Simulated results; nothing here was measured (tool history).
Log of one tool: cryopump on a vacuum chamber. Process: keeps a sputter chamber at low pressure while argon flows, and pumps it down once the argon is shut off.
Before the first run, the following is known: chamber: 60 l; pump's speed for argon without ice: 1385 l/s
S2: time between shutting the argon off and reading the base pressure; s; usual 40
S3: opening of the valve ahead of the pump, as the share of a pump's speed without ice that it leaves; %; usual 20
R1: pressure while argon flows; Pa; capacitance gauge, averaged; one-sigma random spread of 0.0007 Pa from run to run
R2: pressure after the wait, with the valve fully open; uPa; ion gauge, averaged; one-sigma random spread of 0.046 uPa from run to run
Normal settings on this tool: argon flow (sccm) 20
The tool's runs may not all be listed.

Run 1, hour 0: usual settings. Result: R1 0.1247 Pa, R2 2.9 uPa.
Run 2, hour 32.9: usual settings. Result: R1 0.1247 Pa, R2 2.85 uPa.
Run 3, hour 55.1: usual settings. Result: R1 0.1246 Pa, R2 2.93 uPa.
Run 4, hour 82.3: usual settings but S3 15 %. Result: R1 0.1653 Pa, R2 2.85 uPa.
Run 5, hour 119.6: usual settings. Result: R1 0.1258 Pa, R2 2.87 uPa.
Run 6, hour 139.6: usual settings. Result: R1 0.1254 Pa, R2 2.91 uPa.
Run 7, hour 173.4: usual settings. Result: R1 0.1262 Pa, R2 2.85 uPa.
Run 8, hour 210.3: usual settings but argon flow (sccm) 14. Result: R1 0.0889 Pa, R2 2.93 uPa.
Run 9, hour 246.4: usual settings but argon flow (sccm) 14. Result: R1 0.0881 Pa, R2 2.95 uPa.
Run 10, hour 284.5: usual settings but argon flow (sccm) 14. Result: R1 0.0883 Pa, R2 2.94 uPa.
Run 11, hour 323: usual settings but argon flow (sccm) 14. Result: R1 0.0905 Pa, R2 2.97 uPa.
Run 12, hour 355: usual settings but argon flow (sccm) 14. Result: R1 0.0892 Pa, R2 2.99 uPa.
Run 13, hour 375.1: usual settings. Result: R1 0.1282 Pa, R2 2.98 uPa.
Run 14, hour 412.5: usual settings. Result: R1 0.1287 Pa, R2 3.03 uPa.
Run 15, hour 450.5: usual settings but S2 162 s. Result: R1 0.1305 Pa, R2 1.15 uPa.
Run 16, hour 495.3: usual settings. Result: R1 0.1291 Pa, R2 2.97 uPa.
Run 17, hour 526.9: usual settings. Result: R1 0.1291 Pa, R2 3.06 uPa.
Run 18, hour 556.6: usual settings but argon flow (sccm) 35, S2 116 s, S3 21 %. Result: R1 0.2183 Pa, R2 1.41 uPa.
Run 19, hour 590.5: usual settings but S3 49 %. Result: R1 0.0584 Pa, R2 3.11 uPa.
Run 20, hour 625.8: usual settings but argon flow (sccm) 11, S2 287 s, S3 35 %. Result: R1 0.0436 Pa, R2 0.94 uPa.
Run 21, hour 667.3: usual settings but argon flow (sccm) 19, S2 62 s, S3 45 %. Result: R1 0.0602 Pa, R2 2.18 uPa.
Run 22, hour 689.8: usual settings but argon flow (sccm) 26, S3 39 %. Result: R1 0.0936 Pa, R2 3.05 uPa.
Run 23, hour 722.9: usual settings but argon flow (sccm) 25, S3 18 %. Result: R1 0.1812 Pa, R2 3.19 uPa.
Run 24, hour 762.4: usual settings but argon flow (sccm) 23, S2 56 s, S3 17 %. Result: R1 0.1784 Pa, R2 2.46 uPa.
Run 25, hour 790.7: usual settings but S2 107 s. Result: R1 0.1329 Pa, R2 1.61 uPa.
Run 26, hour 834.6: usual settings but argon flow (sccm) 28, S2 64 s, S3 21 %. Result: R1 0.1796 Pa, R2 2.3 uPa.
Run 27, hour 858.9: usual settings but S3 31 %. Result: R1 0.0901 Pa, R2 3.17 uPa.
Run 28, hour 903.8: usual settings but S3 31 %. Result: R1 0.092 Pa, R2 3.22 uPa.
At hour 920.4: pump warmed up, emptied and cooled again.
Run 29, hour 930.3: usual settings but argon flow (sccm) 12, S3 33 %. Result: R1 0.0453 Pa, R2 3.04 uPa.
Run 30, hour 953.8: usual settings but argon flow (sccm) 10, S2 75 s, S3 55 %. Result: R1 0.0226 Pa, R2 1.8 uPa.
Run 31, hour 974.9: usual settings but argon flow (sccm) 10, S2 75 s, S3 50 %. Result: R1 0.025 Pa, R2 1.9 uPa.
Run 32, hour 999.8: usual settings but argon flow (sccm) 13, S2 184 s, S3 51 %. Result: R1 0.0326 Pa, R2 1.1 uPa.
Run 33, hour 1044: usual settings but argon flow (sccm) 31, S2 187 s, S3 51 %. Result: R1 0.0769 Pa, R2 1.07 uPa.
Run 34, hour 1079.5: usual settings but argon flow (sccm) 19, S2 187 s, S3 51 %. Result: R1 0.0467 Pa, R2 1.09 uPa.

Here are 3 independent what-if runs from the current tool condition. What would each one return?
Run A, hour 1116.2: usual settings but S3 33 %. Result: R1 ?, R2 ?.
Run B, hour 1116.2: usual settings but S2 45 s, S3 22 %. Result: R1 ?, R2 ?.
Run C, hour 1116.2: usual settings but S3 27 %. Result: R1 ?, R2 ?.

run      R1    R2
  A  0.0757  3.05
  B  0.1128  2.81
  C  0.0936  3.15
What these runs would have given with no unlogged condition in the tool:
run      R1    R2
  A  0.0738   2.7
  B   0.111  2.46
  C  0.0917   2.8
